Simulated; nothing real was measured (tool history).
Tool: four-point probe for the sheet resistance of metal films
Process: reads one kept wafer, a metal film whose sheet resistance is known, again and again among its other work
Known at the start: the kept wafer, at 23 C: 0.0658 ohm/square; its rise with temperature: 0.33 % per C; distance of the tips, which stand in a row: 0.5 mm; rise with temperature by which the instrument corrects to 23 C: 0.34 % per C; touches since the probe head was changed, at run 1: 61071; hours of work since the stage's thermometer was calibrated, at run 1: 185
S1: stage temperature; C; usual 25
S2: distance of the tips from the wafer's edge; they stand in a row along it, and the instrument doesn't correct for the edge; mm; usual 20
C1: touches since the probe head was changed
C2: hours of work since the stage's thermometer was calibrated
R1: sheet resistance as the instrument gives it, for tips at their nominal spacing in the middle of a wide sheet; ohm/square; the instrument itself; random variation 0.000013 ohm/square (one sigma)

{"run": 1, "hour": 0.0, "S1": 25, "S2": 20, "C1": 61071, "C2": 185, "R1": 0.065595}
{"run": 2, "hour": 53.3, "S1": 27, "S2": 20, "C1": 63209, "C2": 210, "R1": 0.065594}
{"run": 3, "hour": 78.4, "S1": 25, "S2": 20, "C1": 64215, "C2": 221, "R1": 0.065609}
{"run": 4, "hour": 112.9, "S1": 25, "S2": 20, "C1": 65599, "C2": 237, "R1": 0.065626}
{"run": 5, "hour": 153.7, "S1": 25, "S2": 16, "C1": 67235, "C2": 256, "R1": 0.065629}
{"run": 6, "hour": 205.8, "S1": 25, "S2": 51, "C1": 69324, "C2": 280, "R1": 0.065591}
{"run": 7, "hour": 243.8, "S1": 27, "S2": 51, "C1": 70847, "C2": 298, "R1": 0.06559}
{"run": 8, "hour": 289.7, "S1": 29, "S2": 3, "C1": 72686, "C2": 319, "R1": 0.066572}
{"run": 9, "hour": 333.3, "S1": 33, "S2": 13, "C1": 74437, "C2": 339, "R1": 0.065601}
{"run": 10, "hour": 382.1, "S1": 33, "S2": 35, "C1": 76391, "C2": 362, "R1": 0.065559}
{"run": 11, "hour": 418.1, "S1": 29, "S2": 43, "C1": 77834, "C2": 378, "R1": 0.065587}

4 ways to go on from here, each from the tool as it stands after run 11. What would each give?
{"run": "A", "hour": 469.4, "S1": 19, "S2": 64, "C1": 79894, "C2": 402, "R1": "?"}
{"run": "B", "hour": 469.4, "S1": 30, "S2": 5, "C1": 79894, "C2": 402, "R1": "?"}
{"run": "C", "hour": 469.4, "S1": 19, "S2": 53, "C1": 79894, "C2": 402, "R1": "?"}
{"run": "D", "hour": 469.4, "S1": 24, "S2": 21, "C1": 79894, "C2": 402, "R1": "?"}

run=A R1=0.065676
run=B R1=0.065935
run=C R1=0.065675
run=D R1=0.06566
Without the tool's hidden state the same runs would have given:
run=A R1=0.065832
run=B R1=0.066092
run=C R1=0.065832
run=D R1=0.065817
